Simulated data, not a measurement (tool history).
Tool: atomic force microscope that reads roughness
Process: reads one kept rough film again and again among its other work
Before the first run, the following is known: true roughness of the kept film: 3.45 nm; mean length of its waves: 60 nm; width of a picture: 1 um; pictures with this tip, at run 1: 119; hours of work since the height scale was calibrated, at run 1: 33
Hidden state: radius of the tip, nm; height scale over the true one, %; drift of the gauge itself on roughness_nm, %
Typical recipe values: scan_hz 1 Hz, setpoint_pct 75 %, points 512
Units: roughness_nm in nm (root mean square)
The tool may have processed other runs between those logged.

run,hour,scan_hz,setpoint_pct,points,pictures with this tip,hours of work since the height scale was calibrated,roughness_nm
1,0,1,75,512,119,33,3.227
2,10.1,1,75,512,136,39,3.214
3,15.4,1,67,512,145,42,3.253
4,26.4,1,69,512,163,48,3.249
5,31.9,1,75,512,172,51,3.237
6,37.2,1,75,512,180,54,3.225
7,46.9,1,75,512,196,60,3.219
8,54.8,1.19,75,512,209,64,3.215
9,64.9,0.93,75,512,226,70,3.222
10,72,0.93,75,512,238,74,3.213
# hour 74.1: height scale calibrated on a step standard
11,82.6,0.93,75,398,253,5,3.198
# hour 93.8: height scale calibrated on a step standard, once more
12,93.8,0.93,75,398,270,0,3.22
13,101.3,0.61,75,384,282,4,3.228
14,107.4,2.58,75,512,292,8,3.061
15,118.3,0.57,71,516,310,14,3.242

Hidden state or all else? Some run-to-run changes of roughness_nm, split into what the settings, what came in and random variation would give without the hidden state, and what is left for the hidden state (with any gauge scatter that isn't in both results):
Run 14 -> 15: scan_hz 2.58 -> 0.57, setpoint_pct 75 -> 71, points 512 -> 516. roughness_nm +0.181 nm (root mean square): hidden state -0.008, all else +0.189.
